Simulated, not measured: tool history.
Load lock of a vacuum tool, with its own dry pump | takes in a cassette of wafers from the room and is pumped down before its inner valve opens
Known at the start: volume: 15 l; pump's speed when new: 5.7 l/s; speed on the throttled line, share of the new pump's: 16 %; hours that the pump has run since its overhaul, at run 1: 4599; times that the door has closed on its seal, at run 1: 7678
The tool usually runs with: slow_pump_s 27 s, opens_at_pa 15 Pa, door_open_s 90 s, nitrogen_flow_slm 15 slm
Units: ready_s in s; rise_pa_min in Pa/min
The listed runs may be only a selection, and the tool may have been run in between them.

run,hour,slow_pump_s,opens_at_pa,door_open_s,nitrogen_flow_slm,hours that the pump has run since its overhaul,times that the door has closed on its seal,"incoming humidity of the room's air, %",ready_s,rise_pa_min
1,0.0,27,15,90,15,4599,7678,42.8,47.2,0.073
2,180.6,42,15,90,15,4780,7907,44.0,59.6,0.074
3,323.5,42,15,90,15,4922,8088,45.5,60.6,0.078
4,594.3,20,15,90,15,5193,8432,45.2,41.8,0.075
5,718.2,27,15,90,15,5317,8589,49.3,47.8,0.076
6,949.6,27,15,90,15,5549,8883,44.8,47.2,0.080
7,1215.4,27,15,90,15,5814,9220,45.4,47.2,0.083
8,1448.5,27,15,90,15,6047,9516,43.0,47.2,0.082
9,1631.0,27,15,90,15,6230,9747,45.2,47.7,0.084
10,1781.4,27,15,166,15,6380,9938,47.7,47.0,0.097
11,1954.2,27,15,90,23,6553,10157,44.7,47.7,0.085
12,2221.7,27,15,90,23,6821,10497,47.0,47.7,0.087
13,2400.1,27,15,90,23,6999,10723,44.9,48.1,0.084
14,2627.6,27,15,90,15,7227,11012,46.4,47.3,0.091
15,2774.2,27,15,90,15,7373,11198,41.6,48.1,0.093
16,2915.0,27,10,90,15,7514,11376,43.7,49.0,0.094
17,3113.7,27,10,90,15,7713,11628,45.7,49.4,0.096
18,3354.1,27,10,90,15,7953,11933,46.5,49.4,0.099
19,3532.2,28,10,90,9,8131,12159,43.0,49.7,0.102
20,3702.9,42,20,53,19,8302,12376,43.1,59.4,0.092
21,3844.5,27,25,130,10,8443,12556,42.6,46.1,0.112
22,3987.3,28,19,90,6,8586,12737,45.0,47.9,0.112
23,4241.7,28,21,226,11,8841,13060,45.5,47.8,0.125
24,4456.1,20,14,90,38,9055,13332,45.1,43.7,0.100
25,4641.3,23,25,91,8,9240,13567,47.1,43.9,0.117
26,4856.4,27,18,196,41,9455,13840,48.1,47.9,0.109
27,5109.6,37,12,55,15,9709,14161,41.5,57.2,0.108
28,5348.6,37,12,55,15,9948,14464,49.3,57.1,0.111
29,5500.0,37,12,55,15,10099,14656,46.9,57.7,0.104
30,5690.4,37,12,55,15,10289,14898,43.8,58.0,0.111
31,5919.9,45,15,52,10,10519,15189,45.2,62.9,0.117
32,6066.4,27,16,90,4,10665,15375,46.9,48.5,0.133
33,6337.6,27,16,90,21,10937,15719,44.6,49.1,0.115

Run 34, settings as shown, results not yet in. Your forecast:
34,6567.9,27,11,59,7,11167,16011,42.7,?,?

Run 34 yielded ready_s 50.3 s, rise_pa_min 0.123 Pa/min.
If the tool had no hidden condition, the same run with the same run-to-run variation would have returned ready_s 47.3 s, rise_pa_min 0.041 Pa/min.

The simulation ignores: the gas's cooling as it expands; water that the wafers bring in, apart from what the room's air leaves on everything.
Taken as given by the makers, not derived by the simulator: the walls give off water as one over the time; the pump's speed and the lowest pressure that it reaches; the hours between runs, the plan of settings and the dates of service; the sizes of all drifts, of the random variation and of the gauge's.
